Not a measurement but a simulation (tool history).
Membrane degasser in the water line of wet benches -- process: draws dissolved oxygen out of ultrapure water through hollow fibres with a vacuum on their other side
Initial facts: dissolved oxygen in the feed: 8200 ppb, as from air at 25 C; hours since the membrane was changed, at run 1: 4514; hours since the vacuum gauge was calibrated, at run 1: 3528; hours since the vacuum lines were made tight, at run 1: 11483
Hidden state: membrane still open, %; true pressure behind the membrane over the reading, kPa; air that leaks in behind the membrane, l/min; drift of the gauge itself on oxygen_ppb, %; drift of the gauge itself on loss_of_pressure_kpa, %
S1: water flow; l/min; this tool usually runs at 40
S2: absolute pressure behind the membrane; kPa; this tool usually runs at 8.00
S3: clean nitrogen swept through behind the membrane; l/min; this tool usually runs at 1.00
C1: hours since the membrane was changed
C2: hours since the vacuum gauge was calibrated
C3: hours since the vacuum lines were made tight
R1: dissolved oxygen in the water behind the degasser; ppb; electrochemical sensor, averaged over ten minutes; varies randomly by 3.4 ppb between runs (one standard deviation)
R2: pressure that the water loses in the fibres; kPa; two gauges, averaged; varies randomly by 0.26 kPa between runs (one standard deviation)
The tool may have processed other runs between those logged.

run      day  S1     S2    S3    C1    C2     C3      R1     R2
  1    0.000  40   8.00  1.00  4514  3528  11483   546.5  69.53
  2    5.254  40   8.00  1.00  4640  3654  11609   556.0  70.03
  3   12.579  40   8.00  1.00  4816  3830  11785   543.6  70.08
  4   18.654  40   8.00  1.00  4961  3976  11930   552.7  69.88
  5   22.908  40   8.00  0.60  5063  4078  12032   709.9  69.89
  6   26.642  40   8.00  0.60  5153  4168  12122   713.6  70.51
  7   32.242  40  14.83  1.00  5287  4302  12256  1015.2  69.75
  8   39.238  40  14.83  1.00  5455  4470  12424  1013.4  69.64
      39.804  -- vacuum gauge calibrated
  9   46.417  40  14.83  1.00  5627   159  12596  1021.8  70.22
 10   52.283  40  14.83  1.31  5768   299  12737   857.2  70.07
 11   57.288  40  14.83  2.74  5888   420  12857   552.7  69.97
      63.196  -- vacuum gauge calibrated, once more
 12   63.779  40  14.83  2.74  6043    14  13012   540.5  70.22
 13   69.050  40   6.14  0.74  6170   141  13139   450.6  69.91
 14   73.667  30  15.88  1.00  6281   251  13250   849.1  52.72
 15   79.233  24   8.00  1.47  6414   385  13383   265.0  42.19
 16   82.962  24   8.00  1.47  6504   474  13473   264.2  42.33
 17   89.254  40  11.52  0.78  6655   625  13624   891.3  69.90
 18   92.892  26  16.25  1.13  6742   713  13711   702.6  45.54
 19   97.562  26  16.25  1.13  6854   825  13823   709.3  45.80
 20  103.050  26   8.00  2.26  6986   957  13955   227.1  45.95
 21  109.871  26   8.00  2.26  7150  1120  14119   232.9  45.47
 22  114.762  26   8.00  2.26  7267  1238  14236   232.6  45.68

Predict each of these 4 candidate next runs independently; none follows another, all start after run 22:
  A  118.683  27  10.07  1.84  7361  1332  14330   ?   ?
  B  118.683  53   8.00  0.62  7361  1332  14330   ?   ?
  C  118.683  49  10.85  1.54  7361  1332  14330   ?   ?
  D  118.683  40  10.23  1.00  7361  1332  14330   ?   ?

run     R1     R2
  A  331.4  47.34
  B  851.3  93.09
  C  691.8  86.10
  D  692.9  70.19
With the hidden condition removed and each run's random variation left untouched, the same runs would have given:
run     R1     R2
  A  321.5  46.42
  B  841.8  91.29
  C  677.9  84.44
  D  682.2  68.83
